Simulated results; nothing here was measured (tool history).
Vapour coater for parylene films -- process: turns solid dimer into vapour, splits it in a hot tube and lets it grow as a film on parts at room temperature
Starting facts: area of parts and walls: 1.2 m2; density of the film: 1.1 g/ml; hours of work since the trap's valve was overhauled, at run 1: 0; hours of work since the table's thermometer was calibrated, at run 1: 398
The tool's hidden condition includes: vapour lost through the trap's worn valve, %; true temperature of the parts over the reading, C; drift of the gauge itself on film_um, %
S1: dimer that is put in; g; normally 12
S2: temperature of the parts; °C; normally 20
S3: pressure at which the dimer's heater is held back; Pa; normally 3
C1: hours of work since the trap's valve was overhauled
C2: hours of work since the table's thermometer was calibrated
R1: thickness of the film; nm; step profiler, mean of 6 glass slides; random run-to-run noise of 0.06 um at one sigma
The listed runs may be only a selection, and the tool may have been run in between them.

run	day	S1	S2	S3	C1	C2	R1
1	0	12	20	3	0	398	7060
2	2.062	12	20	3	25	424	7150
3	5.538	12	29	3	67	466	5860
4	8.65	12	20	3	105	504	7060
5	12.058	12	20	3	147	545	7050
6	14.783	12	20	6.3	180	578	6340
7	17.042	12	20	3	208	606	7010
8	18.838	12	20	3.68	229	628	6840
9	21.479	12	32	3.68	262	660	5390
10	24.729	12	20	3	301	700	7000
# day 27.271: trap's valve overhauled
11	27.858	12	20	3	7	736	7080
12	30.129	12	22	3	35	763	6760
13	33.3	12	22	3	73	802	6740
14	35.783	17	20	3	104	832	9980
15	38.275	10	20	3	134	862	5810
16	40.371	10	20	3	160	888	5820
17	41.875	10	20	3	178	906	5860
18	44.379	10	20	3	208	937	5870
19	47.971	12	20	3	252	980	7060
20	51.546	12	20	3	296	1024	7060
21	53.921	12	20	3	325	1053	7110
# day 54.583: trap's valve overhauled
22	56.875	12	20	3	28	1087	7100
23	59.796	13	24	6.11	63	1122	6390
24	61.967	12	20	6.04	90	1149	6360
25	65.058	6	21	6.04	128	1187	3100
26	66.679	13	23	3	147	1206	7290
27	68.833	13	23	3	173	1232	7190
28	70.979	12	20	9.91	200	1259	5930
29	72.483	13	19	2.25	218	1277	8010
30	75.946	12	18	2.25	260	1319	7750
31	78.321	12	12	4.12	289	1348	7850
32	80.021	17	23	8.42	310	1369	8090
# day 81.867: trap's valve overhauled
33	83.404	6	20	5.23	19	1408	3260
34	85.392	12	20	8.48	43	1432	6070
35	88.475	12	20	8.48	80	1470	6100
36	90.812	10	18	3.16	109	1498	6070
37	93.471	5	14	11.02	141	1530	2750
38	95.9	20	20	3	171	1560	11810
39	98.042	9	24	9.52	197	1586	4110
40	99.842	17	32	6.29	219	1608	6970
41	103.467	17	32	6.29	263	1652	7090
42	106.4	12	29	3	299	1688	5960
43	108.4	12	14	3	323	1712	7830

How the hidden state differs across the entries between the runs, from the last listed run before each to the first after it:
Runs 10 to 11: trap's valve overhauled (day 27.271)
  vapour lost through the trap's worn valve, %: 0.3 -> 0
Runs 21 to 22: trap's valve overhauled (day 54.583)
  vapour lost through the trap's worn valve, %: 0.3 -> 0
Runs 32 to 33: trap's valve overhauled (day 81.867)
  vapour lost through the trap's worn valve, %: 0.3 -> 0
